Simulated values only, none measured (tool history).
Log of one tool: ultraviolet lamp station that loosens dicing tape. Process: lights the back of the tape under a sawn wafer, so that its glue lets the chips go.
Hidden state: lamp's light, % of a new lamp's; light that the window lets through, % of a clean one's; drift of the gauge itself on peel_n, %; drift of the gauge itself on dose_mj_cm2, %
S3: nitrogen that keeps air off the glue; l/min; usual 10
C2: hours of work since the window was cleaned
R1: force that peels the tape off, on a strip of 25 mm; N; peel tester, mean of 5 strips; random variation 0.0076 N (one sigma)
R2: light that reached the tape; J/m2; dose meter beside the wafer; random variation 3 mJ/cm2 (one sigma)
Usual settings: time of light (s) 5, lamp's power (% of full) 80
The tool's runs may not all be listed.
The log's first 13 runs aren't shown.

{"run": 14, "hour": 102.9, "time of light (s)": 5, "lamp's power (% of full)": 80, "S3": 10, "hours of work of the lamp": 328, "C2": 117, "R1": 0.391, "R2": 4050}
{"run": 15, "hour": 109.0, "time of light (s)": 5, "lamp's power (% of full)": 80, "S3": 10, "hours of work of the lamp": 332, "C2": 121, "R1": 0.387, "R2": 4070}
{"run": 16, "hour": 114.0, "time of light (s)": 5, "lamp's power (% of full)": 80, "S3": 10, "hours of work of the lamp": 336, "C2": 125, "R1": 0.398, "R2": 4010}
{"run": 17, "hour": 120.7, "time of light (s)": 5, "lamp's power (% of full)": 80, "S3": 16, "hours of work of the lamp": 340, "C2": 130, "R1": 0.219, "R2": 4040}
{"run": 18, "hour": 126.8, "time of light (s)": 2, "lamp's power (% of full)": 78, "S3": 7, "hours of work of the lamp": 345, "C2": 134, "R1": 3.073, "R2": 1550}
{"run": 19, "hour": 134.2, "time of light (s)": 2, "lamp's power (% of full)": 78, "S3": 7, "hours of work of the lamp": 350, "C2": 139, "R1": 3.002, "R2": 1580}
{"run": 20, "hour": 143.5, "time of light (s)": 7, "lamp's power (% of full)": 80, "S3": 6, "hours of work of the lamp": 357, "C2": 146, "R1": 0.299, "R2": 5590}
{"run": 21, "hour": 148.7, "time of light (s)": 3, "lamp's power (% of full)": 66, "S3": 4, "hours of work of the lamp": 361, "C2": 150, "R1": 2.965, "R2": 1990}
{"run": 22, "hour": 156.0, "time of light (s)": 3, "lamp's power (% of full)": 66, "S3": 4, "hours of work of the lamp": 366, "C2": 155, "R1": 3.152, "R2": 1990}

Run 23 comes next. What will it give?
{"run": 23, "hour": 165.5, "time of light (s)": 8, "lamp's power (% of full)": 62, "S3": 7, "hours of work of the lamp": 373, "C2": 162, "R1": "?", "R2": "?"}

{"run 23": {"R1": 0.331, "R2": 4920}}
Without the tool's hidden state the same run would have given R1 0.228 N, R2 5600 J/m2.
